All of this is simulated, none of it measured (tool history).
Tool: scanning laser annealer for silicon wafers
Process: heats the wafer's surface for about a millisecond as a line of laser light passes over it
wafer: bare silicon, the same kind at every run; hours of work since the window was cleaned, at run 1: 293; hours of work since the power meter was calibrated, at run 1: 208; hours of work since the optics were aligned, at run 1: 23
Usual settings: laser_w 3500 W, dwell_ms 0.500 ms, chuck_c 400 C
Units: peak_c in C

run   hour  laser_w  dwell_ms  chuck_c  hours of work since the window was cleaned  hours of work since the power meter was calibrated  hours of work since the optics were aligned  peak_c
  1    0.0     3500     0.500      400                                         293                                                 208                                           23    1147
  2   11.6     3500     0.500      400                                         301                                                 216                                           31    1145
  3   24.0     3500     0.500      365                                         309                                                 225                                           39    1108
  4   30.5     3500     0.500      365                                         314                                                 229                                           44    1111
  5   38.5     3500     0.500      412                                         319                                                 235                                           49    1159
  6   52.8     3500     0.500      412                                         329                                                 244                                           59    1159
  7   62.4     3500     0.500      412                                         336                                                 251                                           66    1158
  8   74.9     3500     0.500      412                                         345                                                 260                                           74    1156
  9   86.6     3500     0.500      412                                         353                                                 268                                           82    1159
 10  100.4     3500     0.500      412                                         362                                                 277                                           92    1158
 11  110.6     3500     0.500      412                                         369                                                 284                                           99    1158
 12  122.3     3500     0.424      400                                         377                                                 292                                          107    1087
 13  134.6     3500     0.500      400                                         386                                                 301                                          115    1146
 14  147.4     3500     0.500      400                                         394                                                 309                                          124    1144
 15  154.4     3500     0.500      400                                         399                                                 314                                          129    1144
 16  168.6     3500     0.500      400                                         409                                                 324                                          139    1145
 17  176.6     3500     0.500      400                                         415                                                 330                                          144    1145
 18  190.6     3334     0.471      430                                         424                                                 339                                          154    1118

The next listed run, before its measurement:
 19  198.6     3334     0.471      430                                         430                                                 345                                          159       ?

Run 19 gave peak_c 1120 C.
Without the tool's hidden state the same run would have given peak_c 1120 C.
